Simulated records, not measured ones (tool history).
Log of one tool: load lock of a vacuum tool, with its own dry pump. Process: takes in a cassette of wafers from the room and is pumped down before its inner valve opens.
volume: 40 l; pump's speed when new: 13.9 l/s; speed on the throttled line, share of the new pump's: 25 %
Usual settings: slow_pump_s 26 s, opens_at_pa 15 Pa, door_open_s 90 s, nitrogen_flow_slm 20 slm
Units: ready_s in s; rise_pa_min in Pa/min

| run | day | slow_pump_s | opens_at_pa | door_open_s | nitrogen_flow_slm | incoming humidity of the room's air, % | ready_s | rise_pa_min |
|---|---|---|---|---|---|---|---|---|
| 1 | 0.000 | 26 | 15 | 90 | 20 | 47.5 | 45.2 | 0.037 |
| 2 | 11.592 | 26 | 15 | 90 | 20 | 44.4 | 45.6 | 0.035 |
| 3 | 20.200 | 26 | 15 | 90 | 20 | 48.1 | 45.4 | 0.036 |
| 4 | 27.296 | 26 | 15 | 90 | 20 | 44.8 | 45.1 | 0.038 |
| 5 | 42.092 | 26 | 15 | 90 | 20 | 46.8 | 45.3 | 0.037 |
| 6 | 55.688 | 26 | 15 | 90 | 20 | 45.3 | 44.3 | 0.028 |
| 7 | 70.438 | 50 | 15 | 90 | 20 | 46.4 | 63.2 | 0.029 |
| 8 | 86.375 | 50 | 15 | 90 | 20 | 46.9 | 63.6 | 0.035 |
| 9 | 94.496 | 26 | 15 | 90 | 20 | 45.4 | 44.9 | 0.030 |
| 10 | 103.596 | 26 | 15 | 90 | 20 | 41.7 | 45.3 | 0.028 |
| 11 | 112.058 | 26 | 15 | 90 | 20 | 42.8 | 45.1 | 0.034 |
| 12 | 126.558 | 26 | 15 | 90 | 20 | 41.8 | 44.3 | 0.026 |
| 13 | 137.012 | 26 | 15 | 90 | 20 | 44.0 | 44.9 | 0.032 |
| 14 | 147.000 | 26 | 15 | 90 | 20 | 47.7 | 45.1 | 0.033 |
| 15 | 155.012 | 26 | 15 | 90 | 20 | 40.2 | 45.3 | 0.029 |
| 16 | 162.312 | 26 | 15 | 90 | 20 | 43.1 | 44.7 | 0.025 |
| 17 | 172.054 | 26 | 15 | 90 | 20 | 41.9 | 44.8 | 0.029 |
| 18 | 180.354 | 26 | 15 | 90 | 20 | 44.9 | 44.5 | 0.029 |
| 19 | 190.429 | 26 | 15 | 90 | 20 | 48.8 | 44.8 | 0.032 |
| 20 | 206.521 | 26 | 15 | 90 | 20 | 44.8 | 45.9 | 0.029 |
| 21 | 221.608 | 26 | 29 | 175 | 20 | 42.2 | 43.6 | 0.045 |
| 22 | 231.808 | 26 | 29 | 175 | 20 | 46.6 | 43.2 | 0.053 |
| 23 | 247.796 | 51 | 29 | 175 | 5 | 43.5 | 62.3 | 0.064 |
| 24 | 257.096 | 44 | 23 | 72 | 16 | 47.1 | 57.2 | 0.028 |
| 25 | 270.525 | 44 | 23 | 72 | 16 | 42.8 | 57.5 | 0.023 |
| 26 | 285.138 | 44 | 23 | 72 | 16 | 47.3 | 57.8 | 0.033 |
| 27 | 298.158 | 44 | 23 | 72 | 16 | 45.5 | 56.8 | 0.029 |
| 28 | 313.538 | 42 | 13 | 90 | 20 | 47.3 | 57.7 | 0.036 |
| 29 | 323.338 | 36 | 15 | 90 | 5 | 45.3 | 52.6 | 0.042 |
| 30 | 332.888 | 43 | 14 | 87 | 15 | 44.8 | 58.1 | 0.033 |
| 31 | 345.125 | 43 | 14 | 87 | 15 | 44.7 | 58.1 | 0.033 |
| 32 | 354.450 | 51 | 14 | 87 | 15 | 42.6 | 64.4 | 0.029 |
| 33 | 363.458 | 51 | 14 | 103 | 26 | 46.6 | 64.3 | 0.036 |
| 34 | 380.008 | 26 | 15 | 90 | 21 | 41.3 | 44.8 | 0.024 |
| 35 | 389.850 | 26 | 13 | 90 | 20 | 44.0 | 45.5 | 0.037 |
| 36 | 400.000 | 24 | 16 | 90 | 20 | 44.0 | 44.2 | 0.030 |
| 37 | 407.808 | 34 | 19 | 220 | 14 | 41.7 | 50.3 | 0.057 |

Not shown: 2 entries that the log had between the listed runs. Between which runs, and how does the tool's hidden state differ before and after?
Between runs 22 and 23: door's seal changed, seat wiped (day 243.221)
  leak at the door's seal, Pa l/s: 0.0028 -> 0.002
Between runs 32 and 33: dry pump taken out, an overhauled one fitted (day 360.904)
  pump's speed, % of a new pump's: 99.9 -> 100
